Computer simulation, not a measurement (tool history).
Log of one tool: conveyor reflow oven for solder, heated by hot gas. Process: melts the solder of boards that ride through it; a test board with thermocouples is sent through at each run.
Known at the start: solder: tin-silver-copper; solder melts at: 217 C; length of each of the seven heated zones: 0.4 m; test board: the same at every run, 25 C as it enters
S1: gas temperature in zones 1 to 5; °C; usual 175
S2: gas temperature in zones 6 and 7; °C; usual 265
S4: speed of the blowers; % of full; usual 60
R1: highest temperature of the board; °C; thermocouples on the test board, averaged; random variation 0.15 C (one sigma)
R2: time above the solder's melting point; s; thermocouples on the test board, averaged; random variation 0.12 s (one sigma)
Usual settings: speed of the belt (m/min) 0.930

run 1 hour=0.0 | S1=175 S2=265 speed_of_the_belt_(m/min)=0.930 S4=60 | R1=243.7 R2=33.4
run 2 hour=7.0 | S1=175 S2=265 speed_of_the_belt_(m/min)=0.930 S4=60 | R1=244.0 R2=33.3
run 3 hour=15.7 | S1=175 S2=263 speed_of_the_belt_(m/min)=0.930 S4=60 | R1=241.9 R2=32.2
run 4 hour=21.0 | S1=175 S2=263 speed_of_the_belt_(m/min)=0.930 S4=60 | R1=242.5 R2=31.7
run 5 hour=26.6 | S1=175 S2=265 speed_of_the_belt_(m/min)=0.879 S4=60 | R1=245.8 R2=36.8
run 6 hour=31.8 | S1=175 S2=265 speed_of_the_belt_(m/min)=0.879 S4=60 | R1=245.4 R2=37.2
run 7 hour=38.0 | S1=175 S2=265 speed_of_the_belt_(m/min)=0.879 S4=60 | R1=246.0 R2=37.1
run 8 hour=41.8 | S1=175 S2=265 speed_of_the_belt_(m/min)=0.879 S4=60 | R1=245.6 R2=36.8
run 9 hour=49.5 | S1=175 S2=265 speed_of_the_belt_(m/min)=1.006 S4=60 | R1=241.0 R2=28.3
run 10 hour=56.1 | S1=178 S2=275 speed_of_the_belt_(m/min)=0.930 S4=60 | R1=252.7 R2=39.0
run 11 hour=61.0 | S1=178 S2=275 speed_of_the_belt_(m/min)=0.930 S4=60 | R1=252.5 R2=39.0
run 12 hour=66.1 | S1=178 S2=263 speed_of_the_belt_(m/min)=0.818 S4=60 | R1=247.0 R2=42.1
run 13 hour=73.7 | S1=175 S2=267 speed_of_the_belt_(m/min)=1.030 S4=52 | R1=238.6 R2=25.2
run 14 hour=81.9 | S1=175 S2=267 speed_of_the_belt_(m/min)=1.030 S4=52 | R1=238.5 R2=25.3

Run 15 comes next. What will it give?
run 15 hour=87.8 | S1=175 S2=267 speed_of_the_belt_(m/min)=1.030 S4=52 | R1=? R2=?

{"run 15": {"R1": 238.6, "R2": 25.2}}
Without the tool's hidden state the same run would have given R1 238.8 °C, R2 25.0 s.
